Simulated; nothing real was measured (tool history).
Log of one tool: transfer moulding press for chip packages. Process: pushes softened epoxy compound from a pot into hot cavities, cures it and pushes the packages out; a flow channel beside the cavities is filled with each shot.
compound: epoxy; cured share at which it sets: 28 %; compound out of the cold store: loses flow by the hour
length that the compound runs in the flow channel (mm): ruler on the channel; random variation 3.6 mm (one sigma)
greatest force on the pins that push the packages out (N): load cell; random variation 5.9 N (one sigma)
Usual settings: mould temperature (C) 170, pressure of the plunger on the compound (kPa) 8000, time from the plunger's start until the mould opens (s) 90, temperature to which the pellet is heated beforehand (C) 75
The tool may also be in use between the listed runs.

run,hour,mould temperature (C),pressure of the plunger on the compound (kPa),time from the plunger's start until the mould opens (s),temperature to which the pellet is heated beforehand (C),incoming compound's hours out of the cold store,length that the compound runs in the flow channel (mm),greatest force on the pins that push the packages out (N)
1,0,170,8000,90,75,28.5,518,345
# hour 8.6: cavities cleaned with cleaning compound and waxed
2,41.7,170,8000,90,75,44.4,488,348
# hour 52.9: cavities cleaned with cleaning compound and waxed
# hour 93.5: plunger's sealing rings changed
# hour 97.7: cavities cleaned with cleaning compound and waxed
3,99.5,170,8000,90,75,16.3,561,241
# hour 139.5: cavities cleaned with cleaning compound and waxed
4,148.4,170,7210,90,75,11,536,273
5,177.1,170,7210,90,75,25,507,369
# hour 182: cavities cleaned with cleaning compound and waxed
# hour 223.4: cavities cleaned with cleaning compound and waxed
6,233.4,170,7690,90,75,26.1,518,261
7,261.3,177,8000,90,75,32.2,502,266
# hour 267.2: cavities cleaned with cleaning compound and waxed
# hour 308.2: cavities cleaned with cleaning compound and waxed
# hour 324.1: plunger's sealing rings changed
8,325,177,8000,90,68,25.3,528,217
# hour 354.1: cavities cleaned with cleaning compound and waxed
9,369.7,177,8000,90,68,18.8,540,222
# hour 395.4: cavities cleaned with cleaning compound and waxed
10,398.7,172,8000,90,75,44.6,498,212
11,428.5,170,8000,90,75,29.2,526,329
# hour 436.1: cavities cleaned with cleaning compound and waxed
12,461.1,170,8000,90,75,45.9,494,329
# hour 478.5: cavities cleaned with cleaning compound and waxed
13,515.9,170,8000,91,75,20.5,523,353
# hour 522.8: cavities cleaned with cleaning compound and waxed
# hour 553: plunger's sealing rings changed
# hour 567.9: cavities cleaned with cleaning compound and waxed
14,579.8,170,8000,91,75,10.5,563,263
# hour 608.4: cavities cleaned with cleaning compound and waxed
15,632.2,170,8000,123,72,12.2,552,219
# hour 648.6: cavities cleaned with cleaning compound and waxed
# hour 690.9: cavities cleaned with cleaning compound and waxed
16,690.9,170,6730,123,72,47.3,448,162
17,715.4,169,9910,86,81,23,581,351
# hour 731.5: cavities cleaned with cleaning compound and waxed
# hour 773.6: cavities cleaned with cleaning compound and waxed
18,773.7,170,6530,90,67,39.1,444,214
# hour 782.1: plunger's sealing rings changed
# hour 817: cavities cleaned with cleaning compound and waxed
19,817,174,8000,90,85,27.8,524,170
20,840.9,162,8450,107,70,28.8,555,351
# hour 859.5: cavities cleaned with cleaning compound and waxed
# hour 899.4: cavities cleaned with cleaning compound and waxed
21,899.4,170,6820,90,70,38.5,468,219
# hour 922.2: mould's thermocouples calibrated
22,936.7,170,6820,90,70,36.6,467,372
# hour 942.7: cavities cleaned with cleaning compound and waxed
23,970.5,170,6820,90,70,23.1,477,341
# hour 984.3: cavities cleaned with cleaning compound and waxed
# hour 1013.7: plunger's sealing rings changed
24,1018.3,170,8620,90,80,23.9,571,353
# hour 1027.9: cavities cleaned with cleaning compound and waxed
# hour 1069.6: cavities cleaned with cleaning compound and waxed
25,1075.8,170,8000,114,85,33.7,522,192

Forecast each of these 4 alternatives for the next run:
# hour 1110.3: cavities cleaned with cleaning compound and waxed
A,1118.4,168,8000,90,65,46.6,?,?
# hour 1110.3: cavities cleaned with cleaning compound and waxed
B,1118.4,174,8000,90,75,18.6,?,?
# hour 1110.3: cavities cleaned with cleaning compound and waxed
C,1118.4,170,7960,114,85,20.8,?,?
# hour 1110.3: cavities cleaned with cleaning compound and waxed
D,1118.4,170,8000,114,81,20.5,?,?

run,length that the compound runs in the flow channel (mm),greatest force on the pins that push the packages out (N)
A,499,291
B,535,213
C,536,205
D,535,201
Without the tool's hidden state the same runs would have given:
run,length that the compound runs in the flow channel (mm),greatest force on the pins that push the packages out (N)
A,514,240
B,551,177
C,552,172
D,551,168
